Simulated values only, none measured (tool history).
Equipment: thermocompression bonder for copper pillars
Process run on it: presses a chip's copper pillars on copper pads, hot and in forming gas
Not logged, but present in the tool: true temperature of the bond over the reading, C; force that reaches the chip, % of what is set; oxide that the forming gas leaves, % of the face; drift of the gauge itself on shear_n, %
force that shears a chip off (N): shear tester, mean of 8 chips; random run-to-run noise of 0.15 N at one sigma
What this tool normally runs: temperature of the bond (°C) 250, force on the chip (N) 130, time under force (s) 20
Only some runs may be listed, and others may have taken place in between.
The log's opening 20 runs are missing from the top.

run	hour	temperature of the bond (°C)	force on the chip (N)	time under force (s)	hours of work since the heater was calibrated	hours of work since the force cell was calibrated	hours of work since the gas filter was changed	force that shears a chip off (N)
21	196.3	271	130	52	359	207	283	80.4
22	205.3	245	108	52	365	213	289	60.9
23	219	250	82	55	374	222	299	57.7
24	230.6	250	82	55	382	230	306	57.6
25	238.2	250	90	21	387	235	312	42.9
26	250.1	250	92	56	395	243	320	61
27	256.3	247	92	56	399	247	324	59.1
28	263.9	239	103	57	404	253	329	57
29	269.7	239	103	57	408	256	333	57
30	278	274	106	11	414	262	338	47.2
31	283.7	274	143	38	418	266	342	78.1
32	296.8	274	143	38	426	275	351	77.9
# hour 298.6: forming gas filter changed
33	306.7	250	83	20	433	281	5	42.9
34	318.8	274	131	13	441	289	14	59.2

Predict each of these 5 candidate next runs independently; none follows another, all start after run 34:
A	325.4	242	144	10	445	294	18	?
B	325.4	269	131	13	445	294	18	?
C	325.4	274	131	27	445	294	18	?
D	325.4	250	90	20	445	294	18	?
E	325.4	244	78	17	445	294	18	?

run	force that shears a chip off (N)
A	39.1
B	56.2
C	74
D	44.7
E	36.2
Stripped of hidden state, with their random variation kept, the same runs would have yielded:
run	force that shears a chip off (N)
A	37.5
B	54.4
C	72.2
D	43
E	34.7
